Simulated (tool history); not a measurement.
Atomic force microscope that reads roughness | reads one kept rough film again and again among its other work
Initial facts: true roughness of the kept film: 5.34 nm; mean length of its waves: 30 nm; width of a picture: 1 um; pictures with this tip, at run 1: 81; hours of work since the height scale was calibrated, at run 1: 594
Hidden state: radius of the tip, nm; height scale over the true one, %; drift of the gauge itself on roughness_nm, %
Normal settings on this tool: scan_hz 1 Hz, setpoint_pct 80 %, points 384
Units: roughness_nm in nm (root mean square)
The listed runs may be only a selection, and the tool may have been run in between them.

run,hour,scan_hz,setpoint_pct,points,pictures with this tip,hours of work since the height scale was calibrated,roughness_nm
1,0,1,80,384,81,594,4.072
2,18.5,1,80,658,96,603,4.012
3,39.2,1,80,658,112,613,3.987
4,61.7,1,80,658,129,624,3.938
5,80.9,1,80,384,144,634,3.836
6,101.6,1,80,384,161,644,3.769
7,124.6,2.57,87,259,178,656,3.292
8,148.9,1,73,780,197,668,3.741
9,165.1,1,73,780,210,676,3.7
10,189.9,3.08,80,581,230,689,3.26

Same runs, no hidden state in the tool, same run-to-run variation:
run,roughness_nm
1,4.342
2,4.337
3,4.371
4,4.379
5,4.326
6,4.322
7,3.83
8,4.419
9,4.419
10,3.959

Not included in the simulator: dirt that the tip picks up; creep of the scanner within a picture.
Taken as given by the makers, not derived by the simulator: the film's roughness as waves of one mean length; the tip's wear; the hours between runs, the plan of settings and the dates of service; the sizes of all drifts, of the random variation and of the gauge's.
